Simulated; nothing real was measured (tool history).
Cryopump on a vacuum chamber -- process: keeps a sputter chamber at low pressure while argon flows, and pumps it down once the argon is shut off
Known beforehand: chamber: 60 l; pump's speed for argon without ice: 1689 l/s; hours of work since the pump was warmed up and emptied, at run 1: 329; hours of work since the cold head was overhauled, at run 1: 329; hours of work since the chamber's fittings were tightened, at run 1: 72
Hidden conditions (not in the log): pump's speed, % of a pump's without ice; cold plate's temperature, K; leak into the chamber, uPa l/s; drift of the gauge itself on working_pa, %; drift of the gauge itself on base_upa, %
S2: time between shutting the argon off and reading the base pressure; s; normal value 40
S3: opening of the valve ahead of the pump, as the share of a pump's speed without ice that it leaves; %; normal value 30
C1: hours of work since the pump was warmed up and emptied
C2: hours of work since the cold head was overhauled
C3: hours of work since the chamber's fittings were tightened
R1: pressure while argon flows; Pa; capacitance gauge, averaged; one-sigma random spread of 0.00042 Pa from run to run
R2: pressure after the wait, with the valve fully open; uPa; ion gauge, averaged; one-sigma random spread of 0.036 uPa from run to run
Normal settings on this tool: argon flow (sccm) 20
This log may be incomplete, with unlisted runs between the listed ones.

Run 1, hour 0.0: usual settings; C1 329; C2 329; C3 72. Result: R1 0.0692 Pa, R2 2.06 uPa.
Run 2, hour 17.1: usual settings; C1 336; C2 336; C3 79. Result: R1 0.0693 Pa, R2 2.15 uPa.
Run 3, hour 31.7: usual settings; C1 342; C2 342; C3 85. Result: R1 0.0689 Pa, R2 2.10 uPa.
Run 4, hour 53.1: usual settings; C1 350; C2 350; C3 94. Result: R1 0.0696 Pa, R2 2.04 uPa.
Run 5, hour 73.6: usual settings but S3 36 %; C1 359; C2 359; C3 102. Result: R1 0.0582 Pa, R2 2.13 uPa.
Run 6, hour 98.6: usual settings; C1 369; C2 369; C3 112. Result: R1 0.0702 Pa, R2 2.15 uPa.
Run 7, hour 117.9: usual settings; C1 376; C2 376; C3 120. Result: R1 0.0691 Pa, R2 2.11 uPa.
Run 8, hour 147.4: usual settings but argon flow (sccm) 22; C1 388; C2 388; C3 131. Result: R1 0.0770 Pa, R2 2.16 uPa.
Run 9, hour 163.9: usual settings but argon flow (sccm) 22; C1 395; C2 395; C3 138. Result: R1 0.0768 Pa, R2 2.11 uPa.
Run 10, hour 191.6: usual settings but argon flow (sccm) 22; C1 406; C2 406; C3 149. Result: R1 0.0767 Pa, R2 2.18 uPa.
Run 11, hour 211.3: usual settings but argon flow (sccm) 22; C1 414; C2 414; C3 157. Result: R1 0.0771 Pa, R2 2.13 uPa.
Run 12, hour 231.6: usual settings but argon flow (sccm) 22; C1 422; C2 422; C3 165. Result: R1 0.0774 Pa, R2 2.12 uPa.
Run 13, hour 250.0: usual settings but argon flow (sccm) 14; C1 430; C2 430; C3 173. Result: R1 0.0493 Pa, R2 2.17 uPa.
Run 14, hour 268.7: usual settings but argon flow (sccm) 14, S2 96 s; C1 437; C2 437; C3 180. Result: R1 0.0493 Pa, R2 1.13 uPa.
Run 15, hour 299.3: usual settings but argon flow (sccm) 14, S2 96 s; C1 450; C2 450; C3 193. Result: R1 0.0494 Pa, R2 1.12 uPa.
At hour 329.0: pump warmed up, emptied and cooled again.
Run 16, hour 334.4: usual settings but argon flow (sccm) 14, S2 96 s; C1 2; C2 462; C3 205. Result: R1 0.0466 Pa, R2 1.03 uPa.
Run 17, hour 353.7: usual settings; C1 10; C2 469; C3 213. Result: R1 0.0675 Pa, R2 2.11 uPa.
Run 18, hour 373.0: usual settings but argon flow (sccm) 23, S2 38 s, S3 20 %; C1 18; C2 477; C3 220. Result: R1 0.1160 Pa, R2 2.19 uPa.
Run 19, hour 395.6: usual settings but S2 49 s; C1 27; C2 486; C3 229. Result: R1 0.0667 Pa, R2 1.82 uPa.
Run 20, hour 411.0: usual settings but argon flow (sccm) 24, S2 109 s, S3 19 %; C1 33; C2 493; C3 236. Result: R1 0.1266 Pa, R2 0.96 uPa.
Run 21, hour 433.9: usual settings but argon flow (sccm) 24, S2 154 s, S3 16 %; C1 42; C2 502; C3 245. Result: R1 0.1509 Pa, R2 0.76 uPa.
Run 22, hour 449.9: usual settings but argon flow (sccm) 25, S2 178 s, S3 34 %; C1 49; C2 508; C3 251. Result: R1 0.0740 Pa, R2 0.64 uPa.
Run 23, hour 464.1: usual settings but argon flow (sccm) 25, S2 178 s, S3 34 %; C1 54; C2 514; C3 257. Result: R1 0.0745 Pa, R2 0.70 uPa.
Run 24, hour 482.0: usual settings but argon flow (sccm) 25, S2 178 s, S3 34 %; C1 62; C2 521; C3 264. Result: R1 0.0740 Pa, R2 0.71 uPa.
Run 25, hour 504.5: usual settings but argon flow (sccm) 9, S2 25 s, S3 34 %; C1 71; C2 530; C3 273. Result: R1 0.0271 Pa, R2 3.22 uPa.
Run 26, hour 532.1: usual settings but argon flow (sccm) 10, S2 91 s, S3 35 %; C1 82; C2 541; C3 284. Result: R1 0.0292 Pa, R2 1.19 uPa.
Run 27, hour 544.5: usual settings but argon flow (sccm) 10, S2 91 s, S3 35 %; C1 87; C2 546; C3 289. Result: R1 0.0290 Pa, R2 1.12 uPa.
Run 28, hour 566.6: usual settings but argon flow (sccm) 37, S2 91 s, S3 16 %; C1 96; C2 555; C3 298. Result: R1 0.2331 Pa, R2 1.11 uPa.
Run 29, hour 586.6: usual settings but argon flow (sccm) 8, S2 34 s, S3 52 %; C1 104; C2 563; C3 306. Result: R1 0.0158 Pa, R2 2.42 uPa.
Run 30, hour 601.4: usual settings but argon flow (sccm) 8, S2 34 s, S3 52 %; C1 110; C2 569; C3 312. Result: R1 0.0160 Pa, R2 2.49 uPa.
Run 31, hour 618.9: usual settings but argon flow (sccm) 8, S2 34 s, S3 52 %; C1 117; C2 576; C3 319. Result: R1 0.0155 Pa, R2 2.49 uPa.
Run 32, hour 649.4: usual settings but S2 27 s, S3 24 %; C1 129; C2 588; C3 332. Result: R1 0.0840 Pa, R2 3.07 uPa.
Run 33, hour 668.9: usual settings but S2 61 s; C1 137; C2 596; C3 339. Result: R1 0.0679 Pa, R2 1.52 uPa.
Run 34, hour 688.0: usual settings but S2 61 s; C1 145; C2 604; C3 347. Result: R1 0.0675 Pa, R2 1.53 uPa.

For each entry between runs, how does the tool's hidden state at the last listed run before it compare with that at the first listed run after it?
Runs 15 to 16: pump warmed up, emptied and cooled again (hour 329.0)
  pump's speed, % of a pump's without ice: 84.5 -> 99.7; leak into the chamber, uPa l/s: 461 -> 467
  measured minus no-state result, R1: +0.0026 -> +0.0001 Pa; R2: +0.15 -> +0.10 uPa
